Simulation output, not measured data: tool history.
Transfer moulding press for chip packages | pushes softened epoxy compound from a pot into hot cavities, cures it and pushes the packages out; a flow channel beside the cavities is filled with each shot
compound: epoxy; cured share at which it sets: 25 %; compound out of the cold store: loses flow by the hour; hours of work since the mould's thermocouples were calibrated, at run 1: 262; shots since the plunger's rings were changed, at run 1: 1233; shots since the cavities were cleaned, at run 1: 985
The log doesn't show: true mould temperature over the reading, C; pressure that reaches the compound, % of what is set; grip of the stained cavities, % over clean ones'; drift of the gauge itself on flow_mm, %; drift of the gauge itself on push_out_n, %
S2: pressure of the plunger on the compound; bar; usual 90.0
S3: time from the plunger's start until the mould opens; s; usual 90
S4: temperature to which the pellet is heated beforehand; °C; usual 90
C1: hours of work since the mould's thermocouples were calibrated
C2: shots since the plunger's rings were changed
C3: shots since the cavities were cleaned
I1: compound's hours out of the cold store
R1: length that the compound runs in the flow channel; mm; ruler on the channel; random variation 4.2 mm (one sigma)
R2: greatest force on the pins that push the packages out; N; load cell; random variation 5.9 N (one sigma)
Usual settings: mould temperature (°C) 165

{"run": 1, "hour": 0.0, "mould temperature (°C)": 165, "S2": 90.0, "S3": 90, "S4": 90, "C1": 262, "C2": 1233, "C3": 985, "I1": 46.7, "R1": 818, "R2": 359}
{"hour": 6.4, "done": "cavities cleaned with cleaning compound and waxed"}
{"run": 2, "hour": 47.1, "mould temperature (°C)": 163, "S2": 90.0, "S3": 90, "S4": 90, "C1": 285, "C2": 1666, "C3": 386, "I1": 33.6, "R1": 875, "R2": 341}
{"run": 3, "hour": 104.7, "mould temperature (°C)": 165, "S2": 90.3, "S3": 90, "S4": 90, "C1": 314, "C2": 2212, "C3": 932, "I1": 18.2, "R1": 924, "R2": 369}
{"hour": 114.2, "done": "cavities cleaned with cleaning compound and waxed"}
{"run": 4, "hour": 157.1, "mould temperature (°C)": 165, "S2": 76.5, "S3": 90, "S4": 90, "C1": 340, "C2": 2694, "C3": 407, "I1": 36.8, "R1": 770, "R2": 322}
{"run": 5, "hour": 191.1, "mould temperature (°C)": 165, "S2": 90.0, "S3": 90, "S4": 90, "C1": 357, "C2": 3017, "C3": 730, "I1": 9.7, "R1": 948, "R2": 372}
{"hour": 222.2, "done": "cavities cleaned with cleaning compound and waxed"}
{"run": 6, "hour": 222.2, "mould temperature (°C)": 165, "S2": 92.8, "S3": 90, "S4": 90, "C1": 372, "C2": 3297, "C3": 0, "I1": 26.4, "R1": 887, "R2": 225}
{"run": 7, "hour": 259.0, "mould temperature (°C)": 165, "S2": 92.8, "S3": 90, "S4": 90, "C1": 390, "C2": 3647, "C3": 350, "I1": 37.1, "R1": 836, "R2": 309}
{"run": 8, "hour": 307.1, "mould temperature (°C)": 165, "S2": 92.8, "S3": 90, "S4": 90, "C1": 415, "C2": 4102, "C3": 805, "I1": 23.6, "R1": 887, "R2": 366}
{"hour": 330.4, "done": "cavities cleaned with cleaning compound and waxed"}
{"run": 9, "hour": 352.9, "mould temperature (°C)": 165, "S2": 92.8, "S3": 90, "S4": 93, "C1": 437, "C2": 4522, "C3": 213, "I1": 36.9, "R1": 826, "R2": 283}
{"hour": 371.7, "done": "plunger's sealing rings changed"}
{"run": 10, "hour": 402.7, "mould temperature (°C)": 165, "S2": 92.8, "S3": 90, "S4": 93, "C1": 461, "C2": 294, "C3": 662, "I1": 40.9, "R1": 872, "R2": 347}
{"hour": 440.7, "done": "cavities cleaned with cleaning compound and waxed"}
{"run": 11, "hour": 459.4, "mould temperature (°C)": 165, "S2": 90.0, "S3": 90, "S4": 97, "C1": 488, "C2": 817, "C3": 178, "I1": 47.0, "R1": 824, "R2": 279}
{"run": 12, "hour": 517.6, "mould temperature (°C)": 158, "S2": 90.0, "S3": 94, "S4": 97, "C1": 518, "C2": 1369, "C3": 730, "I1": 17.3, "R1": 974, "R2": 498}
{"hour": 547.3, "done": "cavities cleaned with cleaning compound and waxed"}
{"run": 13, "hour": 562.8, "mould temperature (°C)": 158, "S2": 90.0, "S3": 94, "S4": 97, "C1": 540, "C2": 1783, "C3": 146, "I1": 13.1, "R1": 988, "R2": 368}
{"run": 14, "hour": 590.8, "mould temperature (°C)": 158, "S2": 82.4, "S3": 90, "S4": 91, "C1": 554, "C2": 2049, "C3": 412, "I1": 38.8, "R1": 837, "R2": 465}
{"run": 15, "hour": 633.0, "mould temperature (°C)": 158, "S2": 82.4, "S3": 90, "S4": 91, "C1": 575, "C2": 2449, "C3": 812, "I1": 21.6, "R1": 894, "R2": 570}
{"hour": 655.7, "done": "cavities cleaned with cleaning compound and waxed"}
{"run": 16, "hour": 688.7, "mould temperature (°C)": 170, "S2": 82.4, "S3": 90, "S4": 88, "C1": 602, "C2": 2963, "C3": 313, "I1": 24.2, "R1": 828, "R2": 286}
{"run": 17, "hour": 731.1, "mould temperature (°C)": 170, "S2": 71.5, "S3": 129, "S4": 88, "C1": 624, "C2": 3365, "C3": 715, "I1": 42.5, "R1": 702, "R2": 322}

Measured less the same run without the tool's hidden state. The same run-to-run variation is in both; the gauge's scatter may not be:
run=1 R1=-16 R2=+151
run=2 R1=-24 R2=+111
run=3 R1=-33 R2=+155
run=4 R1=-34 R2=+105
run=5 R1=-47 R2=+144
run=6 R1=-47 R2=+9
run=7 R1=-51 R2=+95
run=8 R1=-60 R2=+148
run=9 R1=-63 R2=+71
run=10 R1=-4 R2=+131
run=11 R1=-11 R2=+60
run=12 R1=-20 R2=+208
run=13 R1=-28 R2=+81
run=14 R1=-27 R2=+161
run=15 R1=-34 R2=+247
run=16 R1=-40 R2=+81
run=17 R1=-39 R2=+121

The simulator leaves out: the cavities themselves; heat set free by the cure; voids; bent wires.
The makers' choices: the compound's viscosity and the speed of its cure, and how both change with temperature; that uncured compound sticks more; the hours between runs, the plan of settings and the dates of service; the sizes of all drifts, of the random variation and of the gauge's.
